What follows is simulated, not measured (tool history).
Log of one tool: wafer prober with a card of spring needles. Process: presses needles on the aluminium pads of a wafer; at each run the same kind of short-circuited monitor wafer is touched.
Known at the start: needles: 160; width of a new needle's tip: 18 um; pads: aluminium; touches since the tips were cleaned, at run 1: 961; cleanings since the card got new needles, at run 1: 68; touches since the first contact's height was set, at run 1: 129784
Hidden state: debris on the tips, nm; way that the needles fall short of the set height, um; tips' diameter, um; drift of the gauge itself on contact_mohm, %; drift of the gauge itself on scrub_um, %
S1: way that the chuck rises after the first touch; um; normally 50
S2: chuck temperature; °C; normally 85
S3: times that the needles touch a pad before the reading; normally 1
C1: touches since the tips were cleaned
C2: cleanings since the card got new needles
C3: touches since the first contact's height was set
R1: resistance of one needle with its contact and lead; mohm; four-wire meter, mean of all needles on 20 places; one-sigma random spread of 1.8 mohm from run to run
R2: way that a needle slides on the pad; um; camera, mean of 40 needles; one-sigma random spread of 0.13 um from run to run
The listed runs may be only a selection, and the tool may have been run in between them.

run 1 hour=0 | S1=50 S2=85 S3=1 | C1=961 C2=68 C3=129784 | R1=188 R2=12.28
-- hour=18.4 tips cleaned on abrasive film
-- hour=38.1 tips cleaned on abrasive film
run 2 hour=38.1 | S1=50 S2=85 S3=1 | C1=0 C2=70 C3=139003 | R1=189 R2=12.36
-- hour=58.7 tips cleaned on abrasive film
run 3 hour=68.8 | S1=50 S2=85 S3=1 | C1=2456 C2=71 C3=146433 | R1=186 R2=12.38
-- hour=79 tips cleaned on abrasive film
-- hour=98.9 tips cleaned on abrasive film
run 4 hour=117.7 | S1=50 S2=85 S3=1 | C1=4556 C2=73 C3=158270 | R1=191 R2=12.29
-- hour=122.5 tips cleaned on abrasive film
-- hour=142.3 tips cleaned on abrasive film
-- hour=165 tips cleaned on abrasive film
run 5 hour=180 | S1=50 S2=33 S3=1 | C1=3646 C2=76 C3=173343 | R1=179 R2=12.48
-- hour=184.8 tips cleaned on abrasive film
-- hour=206.1 tips cleaned on abrasive film
run 6 hour=213.5 | S1=50 S2=33 S3=1 | C1=1786 C2=78 C3=181427 | R1=178 R2=12.27
-- hour=227.6 tips cleaned on abrasive film
-- hour=246.9 tips cleaned on abrasive film
run 7 hour=246.9 | S1=50 S2=33 S3=1 | C1=0 C2=80 C3=189507 | R1=179 R2=12.24
-- hour=269.9 tips cleaned on abrasive film
-- hour=290.1 tips cleaned on abrasive film
run 8 hour=305.4 | S1=50 S2=85 S3=1 | C1=3724 C2=82 C3=203684 | R1=189 R2=12.49
-- hour=310.2 tips cleaned on abrasive film
-- hour=332.1 tips cleaned on abrasive film
-- hour=351.2 tips cleaned on abrasive film
run 9 hour=364 | S1=50 S2=85 S3=1 | C1=3099 C2=85 C3=217850 | R1=188 R2=12.51
-- hour=371.9 tips cleaned on abrasive film
-- hour=391.6 tips cleaned on abrasive film
run 10 hour=409.6 | S1=50 S2=85 S3=1 | C1=4372 C2=87 C3=228888 | R1=190 R2=12.53
-- hour=414.2 tips cleaned on abrasive film
-- hour=433.2 tips cleaned on abrasive film
-- hour=455.5 tips cleaned on abrasive film
run 11 hour=470.6 | S1=50 S2=85 S3=1 | C1=3685 C2=90 C3=243648 | R1=187 R2=12.43
-- hour=475.4 tips cleaned on abrasive film
-- hour=483.2 height of the first contact set anew
-- hour=496.8 tips cleaned on abrasive film
-- hour=518.9 tips cleaned on abrasive film
run 12 hour=527.9 | S1=50 S2=85 S3=1 | C1=2195 C2=93 C3=10830 | R1=184 R2=12.34
-- hour=539.6 tips cleaned on abrasive film
-- hour=560.3 tips cleaned on abrasive film
run 13 hour=579.1 | S1=50 S2=85 S3=1 | C1=4553 C2=95 C3=23205 | R1=187 R2=12.3
-- hour=583.8 tips cleaned on abrasive film
-- hour=604.1 tips cleaned on abrasive film
-- hour=624.5 tips cleaned on abrasive film
run 14 hour=633.2 | S1=50 S2=85 S3=1 | C1=2122 C2=98 C3=36298 | R1=187 R2=12.38
-- hour=645.9 tips cleaned on abrasive film
-- hour=664.8 tips cleaned on abrasive film
-- hour=684.3 tips cleaned on abrasive film
run 15 hour=689.9 | S1=50 S2=85 S3=1 | C1=1359 C2=101 C3=50001 | R1=191 R2=12.53
-- hour=706 tips cleaned on abrasive film
-- hour=725.2 tips cleaned on abrasive film
run 16 hour=732.4 | S1=50 S2=85 S3=1 | C1=1751 C2=103 C3=60288 | R1=186 R2=12.5
-- hour=745.1 tips cleaned on abrasive film
-- hour=767.7 tips cleaned on abrasive film
run 17 hour=771.4 | S1=50 S2=85 S3=1 | C1=903 C2=105 C3=69728 | R1=187 R2=12.3
-- hour=790.3 tips cleaned on abrasive film
-- hour=810.3 tips cleaned on abrasive film
run 18 hour=810.3 | S1=50 S2=85 S3=2 | C1=0 C2=107 C3=79115 | R1=189 R2=12.34
-- hour=829.9 tips cleaned on abrasive film
-- hour=852.7 tips cleaned on abrasive film
run 19 hour=857.8 | S1=50 S2=85 S3=2 | C1=1246 C2=109 C3=90634 | R1=187 R2=12.35
-- hour=876.2 tips cleaned on abrasive film
-- hour=896.2 tips cleaned on abrasive film
run 20 hour=914.9 | S1=50 S2=85 S3=2 | C1=4546 C2=111 C3=104452 | R1=191 R2=12.65
-- hour=917.8 tips cleaned on abrasive film
-- hour=937.1 tips cleaned on abrasive film
run 21 hour=940.7 | S1=50 S2=56 S3=1 | C1=869 C2=113 C3=110675 | R1=181 R2=12.41
-- hour=958.9 tips cleaned on abrasive film
run 22 hour=970.9 | S1=50 S2=35 S3=1 | C1=2918 C2=114 C3=117984 | R1=176 R2=12.37
-- hour=978.8 tips cleaned on abrasive film
-- hour=998.1 tips cleaned on abrasive film
run 23 hour=1014.6 | S1=50 S2=85 S3=2 | C1=4008 C2=116 C3=128559 | R1=186 R2=12.24
-- hour=1017.6 tips cleaned on abrasive film
-- hour=1037.2 tips cleaned on abrasive film
-- hour=1057.9 tips cleaned on abrasive film
run 24 hour=1069.7 | S1=55 S2=74 S3=2 | C1=2869 C2=119 C3=141887 | R1=184 R2=13.59
-- hour=1081.1 tips cleaned on abrasive film
-- hour=1102.4 tips cleaned on abrasive film
run 25 hour=1114.7 | S1=55 S2=74 S3=2 | C1=2983 C2=121 C3=152768 | R1=181 R2=13.35
-- hour=1123 tips cleaned on abrasive film
-- hour=1144.3 tips cleaned on abrasive film
run 26 hour=1158 | S1=50 S2=80 S3=1 | C1=3341 C2=123 C3=163261 | R1=187 R2=12.31

Run 27 comes next. What will it give?
-- hour=1167.5 tips cleaned on abrasive film
-- hour=1186.9 tips cleaned on abrasive film
-- hour=1206.8 tips cleaned on abrasive film
run 27 hour=1220.9 | S1=60 S2=85 S3=1 | C1=3417 C2=126 C3=178463 | R1=? R2=?

{"run 27": {"R1": 184, "R2": 14.81}}
With no hidden state in the tool, this same run would have given R1 184 mohm, R2 14.81 um.
